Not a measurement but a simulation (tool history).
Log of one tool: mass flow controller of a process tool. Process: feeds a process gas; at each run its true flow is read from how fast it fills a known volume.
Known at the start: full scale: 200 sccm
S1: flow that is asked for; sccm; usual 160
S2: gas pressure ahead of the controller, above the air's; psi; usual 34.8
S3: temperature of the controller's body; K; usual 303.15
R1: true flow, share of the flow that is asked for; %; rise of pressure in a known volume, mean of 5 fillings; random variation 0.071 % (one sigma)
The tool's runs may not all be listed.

{"run": 1, "hour": 0.0, "S1": 160, "S2": 34.8, "S3": 303.15, "R1": 99.01}
{"run": 2, "hour": 133.6, "S1": 160, "S2": 34.8, "S3": 303.15, "R1": 98.87}
{"run": 3, "hour": 298.3, "S1": 160, "S2": 34.8, "S3": 303.15, "R1": 98.96}
{"run": 4, "hour": 400.0, "S1": 80, "S2": 34.8, "S3": 303.15, "R1": 97.14}
{"run": 5, "hour": 538.6, "S1": 31, "S2": 34.8, "S3": 303.15, "R1": 94.83}
{"run": 6, "hour": 660.6, "S1": 31, "S2": 34.8, "S3": 303.15, "R1": 94.75}
{"run": 7, "hour": 874.7, "S1": 31, "S2": 34.8, "S3": 303.15, "R1": 94.48}
{"run": 8, "hour": 1044.3, "S1": 31, "S2": 34.8, "S3": 303.15, "R1": 94.56}
{"run": 9, "hour": 1142.2, "S1": 31, "S2": 34.8, "S3": 303.15, "R1": 94.19}
{"run": 10, "hour": 1278.6, "S1": 31, "S2": 34.8, "S3": 303.15, "R1": 94.24}
{"run": 11, "hour": 1440.5, "S1": 31, "S2": 34.8, "S3": 303.15, "R1": 94.09}
{"run": 12, "hour": 1604.8, "S1": 38, "S2": 34.8, "S3": 303.15, "R1": 94.51}
{"run": 13, "hour": 1763.3, "S1": 38, "S2": 34.8, "S3": 303.15, "R1": 94.58}
{"run": 14, "hour": 1859.0, "S1": 38, "S2": 34.8, "S3": 303.15, "R1": 94.34}
{"run": 15, "hour": 2005.5, "S1": 38, "S2": 34.8, "S3": 303.15, "R1": 94.2}
{"run": 16, "hour": 2115.9, "S1": 160, "S2": 34.8, "S3": 296.15, "R1": 97.76}
{"run": 17, "hour": 2279.7, "S1": 160, "S2": 34.8, "S3": 303.15, "R1": 98.25}
{"run": 18, "hour": 2391.6, "S1": 160, "S2": 34.8, "S3": 295.15, "R1": 97.62}
{"run": 19, "hour": 2550.0, "S1": 160, "S2": 34.8, "S3": 295.15, "R1": 97.52}
{"run": 20, "hour": 2729.3, "S1": 160, "S2": 34.8, "S3": 295.15, "R1": 97.4}
{"run": 21, "hour": 2821.6, "S1": 160, "S2": 34.8, "S3": 295.15, "R1": 97.35}
{"run": 22, "hour": 2966.4, "S1": 160, "S2": 34.8, "S3": 295.15, "R1": 97.36}
{"run": 23, "hour": 3136.0, "S1": 160, "S2": 34.8, "S3": 303.15, "R1": 98.08}
{"run": 24, "hour": 3237.1, "S1": 160, "S2": 34.8, "S3": 303.15, "R1": 98.06}
{"run": 25, "hour": 3353.8, "S1": 25, "S2": 34.8, "S3": 298.15, "R1": 90.72}
{"run": 26, "hour": 3473.7, "S1": 55, "S2": 34.8, "S3": 301.15, "R1": 94.44}
{"run": 27, "hour": 3674.4, "S1": 169, "S2": 30.9, "S3": 305.15, "R1": 98.18}
{"run": 28, "hour": 3833.4, "S1": 169, "S2": 30.9, "S3": 305.15, "R1": 98.04}
{"run": 29, "hour": 3979.1, "S1": 169, "S2": 40.2, "S3": 312.15, "R1": 99.09}
{"run": 30, "hour": 4112.8, "S1": 169, "S2": 40.2, "S3": 312.15, "R1": 98.95}
{"run": 31, "hour": 4315.9, "S1": 169, "S2": 23.2, "S3": 309.15, "R1": 97.93}
{"run": 32, "hour": 4406.2, "S1": 26, "S2": 21, "S3": 297.15, "R1": 89.14}
{"run": 33, "hour": 4568.8, "S1": 26, "S2": 21, "S3": 297.15, "R1": 89.04}
{"run": 34, "hour": 4717.5, "S1": 26, "S2": 21, "S3": 297.15, "R1": 88.82}
{"run": 35, "hour": 4894.2, "S1": 40, "S2": 34.8, "S3": 303.15, "R1": 92.37}
{"run": 36, "hour": 5086.1, "S1": 160, "S2": 21, "S3": 305.15, "R1": 97.09}
{"run": 37, "hour": 5279.1, "S1": 161, "S2": 34.8, "S3": 295.15, "R1": 96.63}
{"run": 38, "hour": 5428.3, "S1": 161, "S2": 34.8, "S3": 295.15, "R1": 96.67}
{"run": 39, "hour": 5521.6, "S1": 160, "S2": 34.8, "S3": 296.15, "R1": 96.7}
{"run": 40, "hour": 5692.2, "S1": 160, "S2": 34.8, "S3": 296.15, "R1": 96.47}
{"run": 41, "hour": 5862.1, "S1": 160, "S2": 34.8, "S3": 296.15, "R1": 96.51}
{"run": 42, "hour": 5989.9, "S1": 160, "S2": 34.8, "S3": 296.15, "R1": 96.54}
{"run": 43, "hour": 6194.2, "S1": 57, "S2": 34.8, "S3": 309.15, "R1": 93.79}
{"run": 44, "hour": 6416.5, "S1": 22, "S2": 31.6, "S3": 311.15, "R1": 87.45}
{"run": 45, "hour": 6553.6, "S1": 59, "S2": 31.6, "S3": 311.15, "R1": 93.89}
{"run": 46, "hour": 6677.7, "S1": 59, "S2": 31.6, "S3": 311.15, "R1": 93.8}
{"run": 47, "hour": 6773.4, "S1": 59, "S2": 31.6, "S3": 311.15, "R1": 93.71}

Measured less the same run without the tool's hidden state. The same run-to-run variation is in both; the gauge's scatter may not be:
The hidden state here: flow at rest that the sensor doesn't see, % of full scale; true flow over the shown one, %; drift of the gauge itself on true_pct, %.
run=1 R1=-1.06
run=2 R1=-1.1
run=3 R1=-1.15
run=4 R1=-1.63
run=5 R1=-3.17
run=6 R1=-3.28
run=7 R1=-3.46
run=8 R1=-3.61
run=9 R1=-3.69
run=10 R1=-3.82
run=11 R1=-3.95
run=12 R1=-3.51
run=13 R1=-3.63
run=14 R1=-3.7
run=15 R1=-3.81
run=16 R1=-1.7
run=17 R1=-1.75
run=18 R1=-1.78
run=19 R1=-1.83
run=20 R1=-1.89
run=21 R1=-1.91
run=22 R1=-1.96
run=23 R1=-2.01
run=24 R1=-2.04
run=25 R1=-6.67
run=26 R1=-3.77
run=27 R1=-2.13
run=28 R1=-2.17
run=29 R1=-2.22
run=30 R1=-2.26
run=31 R1=-2.32
run=32 R1=-7.54
run=33 R1=-7.71
run=34 R1=-7.86
run=35 R1=-5.74
run=36 R1=-2.62
run=37 R1=-2.65
run=38 R1=-2.71
run=39 R1=-2.75
run=40 R1=-2.78
run=41 R1=-2.84
run=42 R1=-2.88
run=43 R1=-5.2
run=44 R1=-11.02
run=45 R1=-5.27
run=46 R1=-5.34
run=47 R1=-5.39
